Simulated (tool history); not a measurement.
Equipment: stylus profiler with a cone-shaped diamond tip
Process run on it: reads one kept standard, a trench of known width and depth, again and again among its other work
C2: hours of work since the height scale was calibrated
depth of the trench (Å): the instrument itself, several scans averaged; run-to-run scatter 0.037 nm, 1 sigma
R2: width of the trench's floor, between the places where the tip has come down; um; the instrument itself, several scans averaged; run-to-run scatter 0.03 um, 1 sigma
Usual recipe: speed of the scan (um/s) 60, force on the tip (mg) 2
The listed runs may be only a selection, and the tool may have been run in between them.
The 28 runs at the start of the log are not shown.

run 29 day=25.358 | speed_of_the_scan_(um/s)=234 force_on_the_tip_(mg)=2 | scans_with_this_tip=4272 C2=640 | depth_of_the_trench_(Å)=1004.9 R2=46.18
run 30 day=26.321 | speed_of_the_scan_(um/s)=64 force_on_the_tip_(mg)=2 | scans_with_this_tip=4383 C2=657 | depth_of_the_trench_(Å)=1004.2 R2=47.24
run 31 day=27.062 | speed_of_the_scan_(um/s)=23 force_on_the_tip_(mg)=0.99 | scans_with_this_tip=4469 C2=670 | depth_of_the_trench_(Å)=1002.4 R2=47.45
run 32 day=27.796 | speed_of_the_scan_(um/s)=23 force_on_the_tip_(mg)=0.99 | scans_with_this_tip=4554 C2=682 | depth_of_the_trench_(Å)=1002.5 R2=47.42
run 33 day=28.583 | speed_of_the_scan_(um/s)=41 force_on_the_tip_(mg)=5.57 | scans_with_this_tip=4645 C2=696 | depth_of_the_trench_(Å)=1012.6 R2=47.46
run 34 day=29.296 | speed_of_the_scan_(um/s)=100 force_on_the_tip_(mg)=5.57 | scans_with_this_tip=4728 C2=709 | depth_of_the_trench_(Å)=1011.9 R2=47.18
run 35 day=30.504 | speed_of_the_scan_(um/s)=100 force_on_the_tip_(mg)=5.57 | scans_with_this_tip=4868 C2=729 | depth_of_the_trench_(Å)=1012.4 R2=47.22
run 36 day=31.588 | speed_of_the_scan_(um/s)=100 force_on_the_tip_(mg)=2.7 | scans_with_this_tip=4993 C2=748 | depth_of_the_trench_(Å)=1006.5 R2=47.05
run 37 day=32.35 | speed_of_the_scan_(um/s)=36 force_on_the_tip_(mg)=4.41 | scans_with_this_tip=5081 C2=762 | depth_of_the_trench_(Å)=1010.2 R2=47.39
run 38 day=33.233 | speed_of_the_scan_(um/s)=19 force_on_the_tip_(mg)=4.9 | scans_with_this_tip=5184 C2=777 | depth_of_the_trench_(Å)=1010.6 R2=47.54
run 39 day=33.971 | speed_of_the_scan_(um/s)=53 force_on_the_tip_(mg)=1.05 | scans_with_this_tip=5269 C2=790 | depth_of_the_trench_(Å)=1001.7 R2=47.08
run 40 day=34.583 | speed_of_the_scan_(um/s)=53 force_on_the_tip_(mg)=1.05 | scans_with_this_tip=5340 C2=800 | depth_of_the_trench_(Å)=1001.6 R2=47.12
run 41 day=35.525 | speed_of_the_scan_(um/s)=53 force_on_the_tip_(mg)=1.05 | scans_with_this_tip=5449 C2=817 | depth_of_the_trench_(Å)=1002.1 R2=47.12
run 42 day=36.692 | speed_of_the_scan_(um/s)=53 force_on_the_tip_(mg)=1.05 | scans_with_this_tip=5584 C2=837 | depth_of_the_trench_(Å)=1002.6 R2=47.05
run 43 day=37.425 | speed_of_the_scan_(um/s)=18 force_on_the_tip_(mg)=1.05 | scans_with_this_tip=5669 C2=850 | depth_of_the_trench_(Å)=1002.3 R2=47.36
run 44 day=38.308 | speed_of_the_scan_(um/s)=78 force_on_the_tip_(mg)=3.26 | scans_with_this_tip=5771 C2=865 | depth_of_the_trench_(Å)=1007.1 R2=47.12
run 45 day=39.6 | speed_of_the_scan_(um/s)=72 force_on_the_tip_(mg)=4.43 | scans_with_this_tip=5921 C2=887 | depth_of_the_trench_(Å)=1009.5 R2=47.19
run 46 day=40.704 | speed_of_the_scan_(um/s)=83 force_on_the_tip_(mg)=4.43 | scans_with_this_tip=6049 C2=906 | depth_of_the_trench_(Å)=1009.1 R2=47.1
run 47 day=41.75 | speed_of_the_scan_(um/s)=83 force_on_the_tip_(mg)=4.43 | scans_with_this_tip=6170 C2=925 | depth_of_the_trench_(Å)=1009.7 R2=47.13

What if the next run were any one of these 4? Each begins from the tool's condition after run 47:
run A day=42.462 | speed_of_the_scan_(um/s)=60 force_on_the_tip_(mg)=4.62 | scans_with_this_tip=6252 C2=937 | depth_of_the_trench_(Å)=? R2=?
run B day=42.462 | speed_of_the_scan_(um/s)=28 force_on_the_tip_(mg)=1.34 | scans_with_this_tip=6252 C2=937 | depth_of_the_trench_(Å)=? R2=?
run C day=42.462 | speed_of_the_scan_(um/s)=21 force_on_the_tip_(mg)=2.99 | scans_with_this_tip=6252 C2=937 | depth_of_the_trench_(Å)=? R2=?
run D day=42.462 | speed_of_the_scan_(um/s)=78 force_on_the_tip_(mg)=1.71 | scans_with_this_tip=6252 C2=937 | depth_of_the_trench_(Å)=? R2=?

run=A depth_of_the_trench_(Å)=1009.8 R2=47.23
run=B depth_of_the_trench_(Å)=1002 R2=47.28
run=C depth_of_the_trench_(Å)=1006.9 R2=47.35
run=D depth_of_the_trench_(Å)=1003.9 R2=46.94
Had the tool no hidden state, the same runs would have come out as:
run=A depth_of_the_trench_(Å)=1012.6 R2=47.74
run=B depth_of_the_trench_(Å)=1004.8 R2=47.79
run=C depth_of_the_trench_(Å)=1009.7 R2=47.87
run=D depth_of_the_trench_(Å)=1006.7 R2=47.45

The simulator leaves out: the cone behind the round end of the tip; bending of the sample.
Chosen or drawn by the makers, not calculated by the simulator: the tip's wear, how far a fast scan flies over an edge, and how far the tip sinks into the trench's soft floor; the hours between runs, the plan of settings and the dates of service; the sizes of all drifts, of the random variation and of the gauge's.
